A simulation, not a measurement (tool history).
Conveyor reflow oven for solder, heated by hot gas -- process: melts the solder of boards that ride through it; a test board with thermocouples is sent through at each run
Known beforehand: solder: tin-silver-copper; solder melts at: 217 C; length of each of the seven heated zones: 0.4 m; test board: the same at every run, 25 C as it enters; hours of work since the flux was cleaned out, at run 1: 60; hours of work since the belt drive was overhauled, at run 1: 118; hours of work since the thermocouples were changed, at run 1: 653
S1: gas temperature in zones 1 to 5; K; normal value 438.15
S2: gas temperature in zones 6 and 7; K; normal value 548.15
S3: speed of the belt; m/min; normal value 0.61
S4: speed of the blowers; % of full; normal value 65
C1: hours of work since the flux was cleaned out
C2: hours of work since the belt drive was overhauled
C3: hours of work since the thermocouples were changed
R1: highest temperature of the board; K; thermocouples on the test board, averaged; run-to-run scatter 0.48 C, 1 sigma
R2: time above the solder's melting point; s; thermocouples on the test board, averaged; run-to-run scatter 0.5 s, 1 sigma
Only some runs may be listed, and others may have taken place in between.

Run 1, hour 0: usual settings; C1 60; C2 118; C3 653. Result: R1 531.65 K, R2 61.1 s.
Run 2, hour 20: usual settings; C1 68; C2 126; C3 661. Result: R1 531.05 K, R2 60.3 s.
Run 3, hour 37: usual settings but S2 545.15 K; C1 76; C2 134; C3 669. Result: R1 528.95 K, R2 57.3 s.
Run 4, hour 53.7: usual settings but S2 547.15 K; C1 83; C2 141; C3 676. Result: R1 530.15 K, R2 60.3 s.
Run 5, hour 68.5: usual settings; C1 89; C2 148; C3 682. Result: R1 530.85 K, R2 60.5 s.
Run 6, hour 86.4: usual settings but S4 67 % of full; C1 97; C2 155; C3 690. Result: R1 531.65 K, R2 60.2 s.
Run 7, hour 99.6: usual settings but S2 538.15 K, S4 67 % of full; C1 103; C2 161; C3 696. Result: R1 521.45 K, R2 53.4 s.
Run 8, hour 114.9: usual settings but S2 538.15 K, S4 67 % of full; C1 110; C2 168; C3 702. Result: R1 521.95 K, R2 53.8 s.
Run 9, hour 124.2: usual settings but S1 453.15 K, S4 68 % of full; C1 114; C2 172; C3 707. Result: R1 533.65 K, R2 67.4 s.
At hour 129.9: belt drive overhauled, speed set with a stopwatch.
Run 10, hour 140.2: usual settings but S1 443.15 K, S2 561.15 K, S3 0.568 m/min, S4 64 % of full; C1 119; C2 4; C3 712. Result: R1 545.85 K, R2 75.1 s.
Run 11, hour 150.7: usual settings but S1 443.15 K, S2 537.15 K, S3 0.663 m/min, S4 85 % of full; C1 123; C2 9; C3 716. Result: R1 523.75 K, R2 51.7 s.
Run 12, hour 162: usual settings but S1 443.15 K, S2 537.15 K, S3 0.715 m/min, S4 85 % of full; C1 128; C2 14; C3 721. Result: R1 520.85 K, R2 46 s.
Run 13, hour 178.7: usual settings but S1 443.15 K, S2 562.15 K, S3 0.725 m/min, S4 73 % of full; C1 136; C2 21; C3 728. Result: R1 539.95 K, R2 55.4 s.
Run 14, hour 195.2: usual settings but S1 427.15 K, S2 546.15 K, S3 0.502 m/min, S4 81 % of full; C1 143; C2 28; C3 736. Result: R1 536.15 K, R2 76.4 s.
Run 15, hour 205.6: usual settings but S1 427.15 K, S2 559.15 K, S3 0.502 m/min, S4 90 % of full; C1 147; C2 33; C3 740. Result: R1 549.15 K, R2 84.2 s.
Run 16, hour 220.6: usual settings but S1 428.15 K, S2 544.15 K, S3 0.527 m/min; C1 154; C2 39; C3 747. Result: R1 530.15 K, R2 67.6 s.

Here are 5 independent what-if runs from the current tool condition. What would each one return?
At hour 237.5: belt drive overhauled, speed set with a stopwatch, once more.
Run A, hour 245.5: usual settings but S1 437.15 K, S2 563.15 K, S4 69 % of full; C1 163; C2 4; C3 756. Result: R1 ?, R2 ?.
At hour 237.5: belt drive overhauled, speed set with a stopwatch, once more.
Run B, hour 245.5: usual settings but S1 432.15 K, S2 563.15 K, S3 0.527 m/min; C1 163; C2 4; C3 756. Result: R1 ?, R2 ?.
At hour 237.5: belt drive overhauled, speed set with a stopwatch, once more.
Run C, hour 245.5: usual settings but S1 432.15 K, S2 539.15 K, S3 0.605 m/min; C1 163; C2 4; C3 756. Result: R1 ?, R2 ?.
At hour 237.5: belt drive overhauled, speed set with a stopwatch, once more.
Run D, hour 245.5: usual settings but S1 439.15 K, S2 551.15 K, S3 0.564 m/min; C1 163; C2 4; C3 756. Result: R1 ?, R2 ?.
At hour 237.5: belt drive overhauled, speed set with a stopwatch, once more.
Run E, hour 245.5: usual settings but S1 428.15 K, S3 0.541 m/min; C1 163; C2 4; C3 756. Result: R1 ?, R2 ?.

run      R1    R2
  A  544.05  67.4
  B  548.05  78.9
  C  521.05  51.7
  D  536.05  68.9
  E  532.75  66.9
With no hidden state in the tool, these same runs would have given:
run      R1    R2
  A  546.35  68.5
  B  550.15  79.9
  C  523.25  53.8
  D  538.05  70.2
  E  534.85  68.5
